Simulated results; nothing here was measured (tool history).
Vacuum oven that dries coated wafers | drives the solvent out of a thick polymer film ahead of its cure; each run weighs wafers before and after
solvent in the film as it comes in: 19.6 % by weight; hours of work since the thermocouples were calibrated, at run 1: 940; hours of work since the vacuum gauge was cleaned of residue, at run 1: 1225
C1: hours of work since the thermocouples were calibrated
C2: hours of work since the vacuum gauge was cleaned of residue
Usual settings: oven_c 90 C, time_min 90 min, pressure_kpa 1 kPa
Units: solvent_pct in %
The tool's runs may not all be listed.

run 1 hour=0 | oven_c=90 time_min=90 pressure_kpa=1 | C1=940 C2=1225 | solvent_pct=2.81
run 2 hour=50.7 | oven_c=90 time_min=90 pressure_kpa=1 | C1=980 C2=1265 | solvent_pct=2.83
run 3 hour=76.1 | oven_c=78 time_min=90 pressure_kpa=1 | C1=1001 C2=1285 | solvent_pct=6.22
run 4 hour=101.5 | oven_c=90 time_min=90 pressure_kpa=1 | C1=1021 C2=1305 | solvent_pct=2.76
run 5 hour=128 | oven_c=90 time_min=58 pressure_kpa=1 | C1=1042 C2=1327 | solvent_pct=3.94
run 6 hour=154.7 | oven_c=92 time_min=90 pressure_kpa=1 | C1=1063 C2=1348 | solvent_pct=2.38
run 7 hour=207.9 | oven_c=92 time_min=90 pressure_kpa=1 | C1=1106 C2=1390 | solvent_pct=2.33
run 8 hour=252.9 | oven_c=90 time_min=90 pressure_kpa=1 | C1=1142 C2=1426 | solvent_pct=2.78
run 9 hour=291.4 | oven_c=90 time_min=90 pressure_kpa=1 | C1=1172 C2=1457 | solvent_pct=2.78
run 10 hour=335.3 | oven_c=90 time_min=90 pressure_kpa=1 | C1=1207 C2=1492 | solvent_pct=2.76
run 11 hour=365 | oven_c=90 time_min=90 pressure_kpa=3.22 | C1=1231 C2=1515 | solvent_pct=7.63
run 12 hour=410.2 | oven_c=90 time_min=90 pressure_kpa=3.22 | C1=1267 C2=1551 | solvent_pct=7.55
run 13 hour=468.9 | oven_c=90 time_min=52 pressure_kpa=1 | C1=1314 C2=1598 | solvent_pct=4.45
run 14 hour=506 | oven_c=90 time_min=52 pressure_kpa=1 | C1=1343 C2=1628 | solvent_pct=4.37
run 15 hour=551.8 | oven_c=90 time_min=52 pressure_kpa=1 | C1=1380 C2=1664 | solvent_pct=4.36
run 16 hour=603.1 | oven_c=90 time_min=110 pressure_kpa=1 | C1=1421 C2=1705 | solvent_pct=2.5
run 17 hour=652.2 | oven_c=90 time_min=90 pressure_kpa=1 | C1=1460 C2=1744 | solvent_pct=2.78
-- hour=659.7 oven's thermocouples calibrated
run 18 hour=683.4 | oven_c=90 time_min=90 pressure_kpa=1 | C1=19 C2=1768 | solvent_pct=2.87
run 19 hour=737.5 | oven_c=90 time_min=90 pressure_kpa=2.49 | C1=62 C2=1811 | solvent_pct=6.09
run 20 hour=768 | oven_c=99 time_min=90 pressure_kpa=0.64 | C1=86 C2=1835 | solvent_pct=1.15
run 21 hour=826.3 | oven_c=76 time_min=90 pressure_kpa=0.54 | C1=133 C2=1882 | solvent_pct=5.65
run 22 hour=865.9 | oven_c=83 time_min=56 pressure_kpa=2.66 | C1=164 C2=1913 | solvent_pct=10.04
run 23 hour=905.9 | oven_c=83 time_min=56 pressure_kpa=2.66 | C1=196 C2=1945 | solvent_pct=10.17
run 24 hour=950.9 | oven_c=88 time_min=60 pressure_kpa=1.6 | C1=232 C2=1981 | solvent_pct=5.71
run 25 hour=1006.1 | oven_c=80 time_min=129 pressure_kpa=1 | C1=276 C2=2025 | solvent_pct=4.42
run 26 hour=1051.8 | oven_c=103 time_min=57 pressure_kpa=1.76 | C1=312 C2=2061 | solvent_pct=2.66
run 27 hour=1090 | oven_c=104 time_min=90 pressure_kpa=0.97 | C1=343 C2=2092 | solvent_pct=1.38
run 28 hour=1129 | oven_c=104 time_min=90 pressure_kpa=0.97 | C1=374 C2=2123 | solvent_pct=1.42
run 29 hour=1186.1 | oven_c=104 time_min=151 pressure_kpa=1 | C1=420 C2=2168 | solvent_pct=1.31
run 30 hour=1224.2 | oven_c=87 time_min=91 pressure_kpa=1 | C1=450 C2=2199 | solvent_pct=3.45
run 31 hour=1273.2 | oven_c=87 time_min=91 pressure_kpa=1 | C1=489 C2=2238 | solvent_pct=3.41
run 32 hour=1330 | oven_c=87 time_min=91 pressure_kpa=1 | C1=534 C2=2283 | solvent_pct=3.46
run 33 hour=1382.6 | oven_c=96 time_min=90 pressure_kpa=0.78 | C1=576 C2=2325 | solvent_pct=1.55

Measured less the same run without the tool's hidden state. The same run-to-run variation is in both; the gauge's scatter may not be:
The hidden state here: true wafer temperature over the reading, C; true pressure over the reading, kPa; drift of the gauge itself on solvent_pct, %.
run=1 solvent_pct=+0.01
run=2 solvent_pct=+0.01
run=3 solvent_pct=+0
run=4 solvent_pct=+0.01
run=5 solvent_pct=-0.01
run=6 solvent_pct=+0.01
run=7 solvent_pct=+0.01
run=8 solvent_pct=+0.01
run=9 solvent_pct=+0.01
run=10 solvent_pct=+0.01
run=11 solvent_pct=-0.01
run=12 solvent_pct=-0.01
run=13 solvent_pct=-0.01
run=14 solvent_pct=-0.02
run=15 solvent_pct=-0.02
run=16 solvent_pct=+0.01
run=17 solvent_pct=+0.01
run=18 solvent_pct=+0.05
run=19 solvent_pct=+0.05
run=20 solvent_pct=+0.03
run=21 solvent_pct=+0.05
run=22 solvent_pct=+0.03
run=23 solvent_pct=+0.04
run=24 solvent_pct=+0.04
run=25 solvent_pct=+0.07
run=26 solvent_pct=+0.03
run=27 solvent_pct=+0.03
run=28 solvent_pct=+0.03
run=29 solvent_pct=+0.03
run=30 solvent_pct=+0.05
run=31 solvent_pct=+0.05
run=32 solvent_pct=+0.05
run=33 solvent_pct=+0.04
